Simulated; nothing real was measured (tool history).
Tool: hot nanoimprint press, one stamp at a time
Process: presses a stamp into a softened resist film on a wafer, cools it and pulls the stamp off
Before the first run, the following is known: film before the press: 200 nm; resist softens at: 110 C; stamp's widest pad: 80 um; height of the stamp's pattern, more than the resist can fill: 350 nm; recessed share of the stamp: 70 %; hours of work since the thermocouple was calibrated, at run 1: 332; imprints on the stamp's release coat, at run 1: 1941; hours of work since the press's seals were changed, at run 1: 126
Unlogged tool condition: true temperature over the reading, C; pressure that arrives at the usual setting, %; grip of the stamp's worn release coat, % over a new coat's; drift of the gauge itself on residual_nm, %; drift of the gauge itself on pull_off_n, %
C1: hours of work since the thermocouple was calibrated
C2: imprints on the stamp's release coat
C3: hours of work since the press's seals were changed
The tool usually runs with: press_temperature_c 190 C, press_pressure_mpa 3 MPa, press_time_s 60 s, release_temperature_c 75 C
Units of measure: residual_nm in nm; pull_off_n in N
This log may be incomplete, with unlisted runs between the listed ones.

run 1 hour=0 | press_temperature_c=190 press_pressure_mpa=3 press_time_s=60 release_temperature_c=75 | C1=332 C2=1941 C3=126 | residual_nm=119.5 pull_off_n=213
-- hour=16.9 stamp cleaned and given a new release coat
run 2 hour=36 | press_temperature_c=190 press_pressure_mpa=3 press_time_s=60 release_temperature_c=75 | C1=350 C2=57 C3=143 | residual_nm=119.5 pull_off_n=195
run 3 hour=52.6 | press_temperature_c=190 press_pressure_mpa=3 press_time_s=60 release_temperature_c=75 | C1=359 C2=106 C3=153 | residual_nm=119.7 pull_off_n=205
run 4 hour=77.4 | press_temperature_c=190 press_pressure_mpa=3 press_time_s=60 release_temperature_c=75 | C1=374 C2=179 C3=167 | residual_nm=119.4 pull_off_n=207
run 5 hour=91.6 | press_temperature_c=190 press_pressure_mpa=3 press_time_s=60 release_temperature_c=75 | C1=382 C2=221 C3=175 | residual_nm=119.7 pull_off_n=204
run 6 hour=116.2 | press_temperature_c=190 press_pressure_mpa=3 press_time_s=60 release_temperature_c=75 | C1=396 C2=294 C3=190 | residual_nm=119.3 pull_off_n=207
run 7 hour=140.4 | press_temperature_c=190 press_pressure_mpa=3 press_time_s=60 release_temperature_c=75 | C1=410 C2=365 C3=204 | residual_nm=119.5 pull_off_n=205
run 8 hour=155.4 | press_temperature_c=199 press_pressure_mpa=3 press_time_s=60 release_temperature_c=75 | C1=419 C2=410 C3=212 | residual_nm=91.9 pull_off_n=206
run 9 hour=170.2 | press_temperature_c=199 press_pressure_mpa=3 press_time_s=60 release_temperature_c=75 | C1=427 C2=453 C3=221 | residual_nm=91.8 pull_off_n=201
-- hour=174.5 plate thermocouple calibrated
run 10 hour=194.3 | press_temperature_c=190 press_pressure_mpa=3 press_time_s=55 release_temperature_c=80 | C1=11 C2=516 C3=233 | residual_nm=122.5 pull_off_n=175
run 11 hour=212.9 | press_temperature_c=190 press_pressure_mpa=3 press_time_s=118 release_temperature_c=64 | C1=22 C2=571 C3=244 | residual_nm=96 pull_off_n=260
run 12 hour=226.7 | press_temperature_c=187 press_pressure_mpa=3.27 press_time_s=82 release_temperature_c=66 | C1=30 C2=612 C3=252 | residual_nm=114.4 pull_off_n=253
run 13 hour=248 | press_temperature_c=189 press_pressure_mpa=3.4 press_time_s=82 release_temperature_c=66 | C1=43 C2=675 C3=264 | residual_nm=106 pull_off_n=252
run 14 hour=271.8 | press_temperature_c=190 press_pressure_mpa=2.59 press_time_s=63 release_temperature_c=62 | C1=56 C2=745 C3=278 | residual_nm=124.7 pull_off_n=276
run 15 hour=289.5 | press_temperature_c=194 press_pressure_mpa=4.27 press_time_s=55 release_temperature_c=75 | C1=67 C2=797 C3=288 | residual_nm=92.5 pull_off_n=203

Branching from run 15: 4 alternative next runs. What would each branch give?
run A hour=306.6 | press_temperature_c=194 press_pressure_mpa=1.93 press_time_s=55 release_temperature_c=70 | C1=76 C2=848 C3=298 | residual_nm=? pull_off_n=?
run B hour=306.6 | press_temperature_c=190 press_pressure_mpa=2.05 press_time_s=34 release_temperature_c=75 | C1=76 C2=848 C3=298 | residual_nm=? pull_off_n=?
run C hour=306.6 | press_temperature_c=179 press_pressure_mpa=4.27 press_time_s=52 release_temperature_c=75 | C1=76 C2=848 C3=298 | residual_nm=? pull_off_n=?
run D hour=306.6 | press_temperature_c=194 press_pressure_mpa=3.41 press_time_s=69 release_temperature_c=76 | C1=76 C2=848 C3=298 | residual_nm=? pull_off_n=?

run=A residual_nm=130.3 pull_off_n=227
run=B residual_nm=155 pull_off_n=216
run=C residual_nm=147 pull_off_n=207
run=D residual_nm=95.2 pull_off_n=203
With the hidden condition removed and each run's random variation left untouched, the same runs would have given:
run=A residual_nm=131.2 pull_off_n=226
run=B residual_nm=156.1 pull_off_n=216
run=C residual_nm=148 pull_off_n=206
run=D residual_nm=95.8 pull_off_n=202
